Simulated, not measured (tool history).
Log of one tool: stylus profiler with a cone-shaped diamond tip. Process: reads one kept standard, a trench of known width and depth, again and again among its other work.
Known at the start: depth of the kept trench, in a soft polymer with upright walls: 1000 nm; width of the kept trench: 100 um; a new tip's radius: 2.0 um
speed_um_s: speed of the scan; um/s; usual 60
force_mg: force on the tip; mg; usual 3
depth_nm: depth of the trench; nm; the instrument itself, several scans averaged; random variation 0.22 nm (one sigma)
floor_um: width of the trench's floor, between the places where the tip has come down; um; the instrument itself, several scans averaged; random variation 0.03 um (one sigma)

run	hour	speed_um_s	force_mg	depth_nm	floor_um
1	0	60	3	1008.16	94.27
2	70.7	60	3	1008.35	94.3
3	126.3	60	3	1008.26	94.24
4	189.4	60	3	1008.34	94.22
5	306.1	29	3	1008.4	94.3
6	414.1	29	3	1008.34	94.2
7	488.1	55	3	1008.43	94.15
8	554.3	60	3	1008.86	94.08
9	643.8	60	3	1009.09	94.04
10	741.9	60	3	1009.2	94.02
11	848.6	60	3	1009.03	93.96
12	960.4	60	3	1009.54	93.93
13	1062	60	3	1009.47	93.9
# hour 1073.7: height scale calibrated on a step standard
14	1177.2	60	3	1010.6	93.85
15	1237.8	60	3	1010.81	93.8
16	1289.4	60	3	1011.03	93.75
17	1406.5	60	3	1010.72	93.74
18	1487.7	60	3	1011	93.73
# hour 1556.8: height scale calibrated on a step standard, once more
19	1593.7	60	3	1006.56	93.71
20	1656.8	60	3	1006.51	93.6
21	1745.8	60	3	1007.38	93.62
22	1848.2	29	3.7	1007.57	93.72
23	1919.7	18	3.43	1007.38	93.65
24	1995.7	18	3.43	1007.94	93.69
25	2093.6	106	3.43	1007.86	93.35
26	2172.3	26	5.44	1010.2	93.59
27	2278.7	83	1.93	1006.24	93.32
28	2378.1	128	5.11	1010.37	93.26
29	2447	60	5.94	1011.4	93.42
30	2563.3	18	1.99	1006.17	93.49
31	2664.8	18	1	1004.82	93.41
32	2721.1	18	1	1005.04	93.35
33	2779.1	20	4.17	1010.25	93.35
34	2833.9	26	4.17	1010.01	93.36
35	2896.2	87	6.51	1012.45	93.22
36	2983.6	87	6.51	1012.88	93.18
37	3098.6	87	6.51	1013.47	93.1

Forecast each of these 3 alternatives for the next run:
A	3156.1	73	3	?	?
B	3156.1	135	2.56	?	?
C	3156.1	57	2.52	?	?

run	depth_nm	floor_um
A	1009.29	93.08
B	1008.61	92.87
C	1008.46	93.11
Without the tool's hidden state the same runs would have given:
run	depth_nm	floor_um
A	1006.69	96.32
B	1006.01	96.1
C	1005.87	96.35
